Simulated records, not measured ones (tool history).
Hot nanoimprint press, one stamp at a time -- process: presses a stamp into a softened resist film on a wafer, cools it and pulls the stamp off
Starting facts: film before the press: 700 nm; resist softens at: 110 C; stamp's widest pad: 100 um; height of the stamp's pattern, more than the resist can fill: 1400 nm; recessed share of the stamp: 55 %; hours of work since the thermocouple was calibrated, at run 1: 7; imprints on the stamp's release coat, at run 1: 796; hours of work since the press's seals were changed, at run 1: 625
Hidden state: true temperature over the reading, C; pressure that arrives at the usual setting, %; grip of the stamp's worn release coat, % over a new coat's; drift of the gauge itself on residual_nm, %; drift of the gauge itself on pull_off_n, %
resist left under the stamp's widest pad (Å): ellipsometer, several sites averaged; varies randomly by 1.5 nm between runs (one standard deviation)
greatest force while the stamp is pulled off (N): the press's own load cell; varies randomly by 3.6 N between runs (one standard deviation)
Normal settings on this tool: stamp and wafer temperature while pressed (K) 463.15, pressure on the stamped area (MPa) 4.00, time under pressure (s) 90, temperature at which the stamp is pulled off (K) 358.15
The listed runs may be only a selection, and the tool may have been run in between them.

run   hour  stamp and wafer temperature while pressed (K)  pressure on the stamped area (MPa)  time under pressure (s)  temperature at which the stamp is pulled off (K)  hours of work since the thermocouple was calibrated  imprints on the stamp's release coat  hours of work since the press's seals were changed  resist left under the stamp's widest pad (Å)  greatest force while the stamp is pulled off (N)
  1    0.0                                         463.15                                4.00                       90                                            358.15                                                    7                                   796                                                 625                                          2691                                               170
  2   30.5                                         463.15                                4.66                       90                                            358.15                                                   21                                   873                                                 639                                          2554                                               175
  3   60.3                                         463.15                                4.66                       90                                            358.15                                                   35                                   949                                                 653                                          2537                                               173
  4   83.9                                         463.15                                4.66                       90                                            358.15                                                   46                                  1009                                                 664                                          2528                                               176
  5  110.5                                         463.15                                4.66                       90                                            358.15                                                   59                                  1076                                                 677                                          2527                                               169
  6  130.1                                         463.15                                4.66                       90                                            358.15                                                   68                                  1126                                                 686                                          2545                                               175
  7  151.6                                         463.15                                4.66                       90                                            358.15                                                   78                                  1180                                                 696                                          2547                                               174
  8  182.2                                         463.15                                4.66                       90                                            358.15                                                   93                                  1258                                                 711                                          2542                                               174
  9  215.7                                         463.15                                4.66                       90                                            358.15                                                  109                                  1343                                                 727                                          2549                                               178
 10  233.7                                         463.15                                4.66                       90                                            358.15                                                  117                                  1389                                                 735                                          2564                                               168
 11  257.7                                         463.15                                4.66                       90                                            358.15                                                  129                                  1449                                                 746                                          2601                                               173
 12  292.9                                         463.15                                4.66                       90                                            358.15                                                  145                                  1539                                                 763                                          2571                                               178
 13  316.2                                         463.15                                4.66                       90                                            358.15                                                  156                                  1598                                                 774                                          2576                                               178
 14  332.0                                         463.15                                4.66                       90                                            352.15                                                  164                                  1638                                                 781                                          2589                                               192
 15  351.2                                         457.15                                4.66                       90                                            352.15                                                  173                                  1687                                                 791                                          3502                                               193
 16  368.8                                         453.15                                6.30                       90                                            352.15                                                  181                                  1731                                                 799                                          3754                                               190
 17  396.0                                         463.15                                6.14                       90                                            358.15                                                  194                                  1800                                                 812                                          2293                                               168
     406.0  -- gauge calibrated
 18  418.5                                         465.15                                4.00                       90                                            364.15                                                  205                                  1857                                                 822                                          2458                                               156
 19  435.0                                         465.15                                4.00                       90                                            364.15                                                  212                                  1899                                                 830                                          2442                                               155
     461.6  -- stamp cleaned and given a new release coat
 20  463.5                                         465.15                                5.86                       90                                            346.15                                                  223                                     4                                                 841                                          2050                                               209
 21  484.0                                         456.15                                5.86                      136                                            347.15                                                  233                                    57                                                 850                                          2783                                               211
 22  515.4                                         456.15                                4.74                      102                                            354.15                                                  247                                   136                                                 865                                          3421                                               179
 23  546.9                                         463.15                                6.06                       90                                            358.15                                                  262                                   216                                                 880                                          2273                                               173
 24  569.7                                         473.15                                3.73                       90                                            358.15                                                  273                                   274                                                 891                                          1732                                               175
 25  595.6                                         454.15                                4.00                      102                                            358.15                                                  285                                   340                                                 903                                          4033                                               182
 26  623.9                                         454.15                                4.00                      102                                            358.15                                                  299                                   411                                                 917                                          4027                                               163
 27  661.3                                         457.15                                4.00                       90                                            347.15                                                  316                                   506                                                 934                                          3642                                               206
 28  691.9                                         462.15                                3.83                       54                                            347.15                                                  331                                   584                                                 949                                          3565                                               197
 29  727.4                                         462.15                                3.83                       54                                            347.15                                                  348                                   674                                                 965                                          3580                                               216
 30  756.4                                         462.15                                3.83                       54                                            347.15                                                  361                                   748                                                 979                                          3628                                               204

Results per run with the tool's hidden condition removed, run-to-run variation unchanged:
run  resist left under the stamp's widest pad (Å)
  1                                          2692
  2                                          2550
  3                                          2527
  4                                          2515
  5                                          2508
  6                                          2523
  7                                          2522
  8                                          2511
  9                                          2513
 10                                          2524
 11                                          2557
 12                                          2522
 13                                          2522
 14                                          2532
 15                                          3421
 16                                          3663
 17                                          2234
 18                                          2460
 19                                          2441
 20                                          2046
 21                                          2773
 22                                          3402
 23                                          2255
 24                                          1716
 25                                          3988
 26                                          3975
 27                                          3586
 28                                          3503
 29                                          3509
 30                                          3549
greatest force while the stamp is pulled off (N): within 3 of the measured result in every run.

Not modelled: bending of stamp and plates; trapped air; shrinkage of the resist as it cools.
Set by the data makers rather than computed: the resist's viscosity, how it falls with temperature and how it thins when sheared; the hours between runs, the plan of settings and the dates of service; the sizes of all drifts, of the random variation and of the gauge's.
